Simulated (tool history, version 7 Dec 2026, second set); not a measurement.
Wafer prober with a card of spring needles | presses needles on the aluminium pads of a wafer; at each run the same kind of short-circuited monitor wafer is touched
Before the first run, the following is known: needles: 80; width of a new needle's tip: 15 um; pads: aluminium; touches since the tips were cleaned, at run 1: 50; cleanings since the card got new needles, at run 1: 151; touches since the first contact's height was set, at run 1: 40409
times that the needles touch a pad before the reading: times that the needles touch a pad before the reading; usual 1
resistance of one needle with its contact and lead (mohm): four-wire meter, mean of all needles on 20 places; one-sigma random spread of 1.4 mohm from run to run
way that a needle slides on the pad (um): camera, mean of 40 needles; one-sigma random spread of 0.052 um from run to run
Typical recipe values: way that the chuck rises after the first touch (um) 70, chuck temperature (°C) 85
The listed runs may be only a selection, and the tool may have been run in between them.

run   hour  way that the chuck rises after the first touch (um)  chuck temperature (°C)  times that the needles touch a pad before the reading  touches since the tips were cleaned  cleanings since the card got new needles  touches since the first contact's height was set  resistance of one needle with its contact and lead (mohm)  way that a needle slides on the pad (um)
  1    0.0                                                   70                      85                                                      1                                   50                                       151                                             40409                                                        124                                     15.90
       3.8  -- tips cleaned on abrasive film
       7.6  -- tips cleaned on abrasive film
      11.5  -- tips cleaned on abrasive film
      16.1  -- tips cleaned on abrasive film
  2   17.0                                                   70                      94                                                      1                                  539                                       155                                             49727                                                        127                                     15.93
      20.6  -- tips cleaned on abrasive film
      25.4  -- tips cleaned on abrasive film
      29.3  -- tips cleaned on abrasive film
  3   29.5                                                   70                      85                                                      1                                  121                                       158                                             56549                                                        126                                     15.84
      33.2  -- tips cleaned on abrasive film
      37.7  -- tips cleaned on abrasive film
  4   38.5                                                   70                      85                                                      1                                  440                                       160                                             61507                                                        125                                     15.87
      42.3  -- tips cleaned on abrasive film
      47.0  -- tips cleaned on abrasive film
  5   48.8                                                   70                      85                                                      1                                  995                                       162                                             67136                                                        124                                     15.87
      51.7  -- tips cleaned on abrasive film
      56.4  -- tips cleaned on abrasive film
      61.1  -- tips cleaned on abrasive film
      65.8  -- tips cleaned on abrasive film
  6   66.9                                                   70                      26                                                      1                                  615                                       166                                             77097                                                        116                                     15.89
      69.8  -- tips cleaned on abrasive film
      74.6  -- tips cleaned on abrasive film
  7   78.1                                                   70                      31                                                      1                                 1956                                       168                                             83242                                                        120                                     15.95
      79.1  -- tips cleaned on abrasive film
      83.7  -- tips cleaned on abrasive film
      87.5  -- tips cleaned on abrasive film
  8   88.0                                                   70                      83                                                      1                                  245                                       171                                             88636                                                        124                                     15.99
      91.8  -- tips cleaned on abrasive film
      95.7  -- tips cleaned on abrasive film
     100.4  -- tips cleaned on abrasive film
  9  103.2                                                   70                      85                                                      1                                 1540                                       174                                             96974                                                        128                                     16.03
     105.1  -- tips cleaned on abrasive film
     109.8  -- tips cleaned on abrasive film
     114.6  -- tips cleaned on abrasive film
 10  116.3                                                   70                      36                                                      1                                  962                                       177                                            104184                                                        119                                     15.98
     119.2  -- tips cleaned on abrasive film
     123.9  -- tips cleaned on abrasive film
     127.7  -- tips cleaned on abrasive film
     131.6  -- tips cleaned on abrasive film
     136.1  -- tips cleaned on abrasive film
 11  136.1                                                   70                      96                                                      1                                    0                                       182                                            114986                                                        129                                     15.99
     140.8  -- tips cleaned on abrasive film
     145.6  -- tips cleaned on abrasive film
 12  146.3                                                   70                      96                                                      1                                  389                                       184                                            120605                                                        129                                     15.99
     150.1  -- tips cleaned on abrasive film
     154.9  -- tips cleaned on abrasive film
     159.6  -- tips cleaned on abrasive film
     163.4  -- tips cleaned on abrasive film
 13  166.0                                                   70                      85                                                      1                                 1465                                       188                                            131440                                                        126                                     15.99

Expected results for the next run?
     167.9  -- tips cleaned on abrasive film
     171.7  -- tips cleaned on abrasive film
     176.4  -- tips cleaned on abrasive film
     181.2  -- tips cleaned on abrasive film
 14  181.8                                                   70                      85                                                      2                                  378                                       192                                            140092                                                          ?                                         ?

Run 14 gave resistance of one needle with its contact and lead (mohm) 127, way that a needle slides on the pad (um) 16.05.
Minus the tool's unlogged condition, the same run would have read resistance of one needle with its contact and lead (mohm) 127, way that a needle slides on the pad (um) 15.86.

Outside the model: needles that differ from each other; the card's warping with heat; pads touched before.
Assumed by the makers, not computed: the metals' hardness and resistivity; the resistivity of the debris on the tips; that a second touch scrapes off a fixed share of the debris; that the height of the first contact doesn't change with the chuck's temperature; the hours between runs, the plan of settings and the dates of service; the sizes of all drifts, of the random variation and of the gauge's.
